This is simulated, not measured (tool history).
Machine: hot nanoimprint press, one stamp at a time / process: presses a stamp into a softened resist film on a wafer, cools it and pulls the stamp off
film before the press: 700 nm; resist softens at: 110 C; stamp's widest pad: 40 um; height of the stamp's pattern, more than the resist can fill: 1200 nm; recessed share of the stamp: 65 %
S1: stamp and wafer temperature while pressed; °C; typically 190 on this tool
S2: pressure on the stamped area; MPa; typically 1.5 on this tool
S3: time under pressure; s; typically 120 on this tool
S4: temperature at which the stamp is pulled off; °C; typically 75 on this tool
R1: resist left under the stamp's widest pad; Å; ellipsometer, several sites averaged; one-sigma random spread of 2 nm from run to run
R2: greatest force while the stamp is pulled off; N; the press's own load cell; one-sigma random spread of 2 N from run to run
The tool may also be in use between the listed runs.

| run | hour | S1 | S2 | S3 | S4 | R1 | R2 |
|---|---|---|---|---|---|---|---|
| 1 | 0 | 190 | 1.5 | 120 | 75 | 4423 | 263 |
| 2 | 13.1 | 190 | 1.5 | 120 | 75 | 4438 | 259 |
| 3 | 24.5 | 190 | 1.5 | 120 | 75 | 4426 | 263 |
| 4 | 37.5 | 190 | 1.5 | 120 | 75 | 4406 | 258 |
| 5 | 51.8 | 190 | 1.5 | 120 | 75 | 4405 | 260 |
| 6 | 63.5 | 190 | 1.5 | 120 | 75 | 4402 | 264 |
| 7 | 78.2 | 190 | 1.5 | 120 | 75 | 4402 | 260 |
| 8 | 91.8 | 190 | 1.5 | 120 | 75 | 4454 | 265 |
| 9 | 104.9 | 190 | 1.5 | 120 | 75 | 4404 | 264 |
| 10 | 117.1 | 190 | 1.5 | 120 | 75 | 4455 | 272 |
|  | 126.9 | plate thermocouple calibrated |
| 11 | 128.3 | 190 | 1.5 | 120 | 75 | 4020 | 261 |
| 12 | 146.2 | 190 | 1.5 | 120 | 75 | 4044 | 264 |
| 13 | 163.2 | 190 | 1.5 | 120 | 75 | 4015 | 267 |
| 14 | 172.5 | 190 | 1.5 | 120 | 75 | 4005 | 267 |
| 15 | 183 | 190 | 1.5 | 120 | 75 | 4042 | 266 |
| 16 | 191.8 | 190 | 2.39 | 97 | 75 | 3652 | 271 |
| 17 | 199.5 | 190 | 2.39 | 97 | 75 | 3662 | 266 |
| 18 | 214.1 | 183 | 2.39 | 97 | 75 | 4762 | 267 |
| 19 | 231 | 190 | 1.5 | 120 | 69 | 4017 | 281 |
| 20 | 243.6 | 190 | 1.5 | 120 | 69 | 4071 | 282 |
| 21 | 252.5 | 190 | 2.35 | 120 | 69 | 3416 | 290 |
|  | 265 | stamp cleaned and given a new release coat |
| 22 | 266.4 | 190 | 2.35 | 120 | 69 | 3423 | 243 |
| 23 | 283.6 | 190 | 1.69 | 120 | 77 | 3941 | 229 |
| 24 | 291.7 | 197 | 1.77 | 120 | 74 | 2888 | 234 |
| 25 | 308.4 | 196 | 1.5 | 219 | 75 | 2509 | 231 |
| 26 | 318.7 | 196 | 1.16 | 170 | 69 | 3115 | 244 |
| 27 | 333.5 | 195 | 1.5 | 62 | 80 | 4227 | 229 |
| 28 | 343.5 | 191 | 1.5 | 142 | 81 | 3737 | 230 |
| 29 | 352.7 | 194 | 1.44 | 61 | 64 | 4439 | 253 |

Each row is a separate what-if for the run after 29, all from the same tool condition, not one after another. Results?
| A | 360.6 | 190 | 2.16 | 120 | 75 | ? | ? |
| B | 360.6 | 187 | 1.44 | 165 | 64 | ? | ? |
| C | 360.6 | 194 | 1.44 | 92 | 64 | ? | ? |

| run | R1 | R2 |
|---|---|---|
| A | 3592 | 239 |
| B | 4209 | 257 |
| C | 3887 | 259 |
What these runs would have given with no unlogged condition in the tool:
| run | R1 | R2 |
|---|---|---|
| A | 3495 | 231 |
| B | 4119 | 249 |
| C | 3805 | 251 |

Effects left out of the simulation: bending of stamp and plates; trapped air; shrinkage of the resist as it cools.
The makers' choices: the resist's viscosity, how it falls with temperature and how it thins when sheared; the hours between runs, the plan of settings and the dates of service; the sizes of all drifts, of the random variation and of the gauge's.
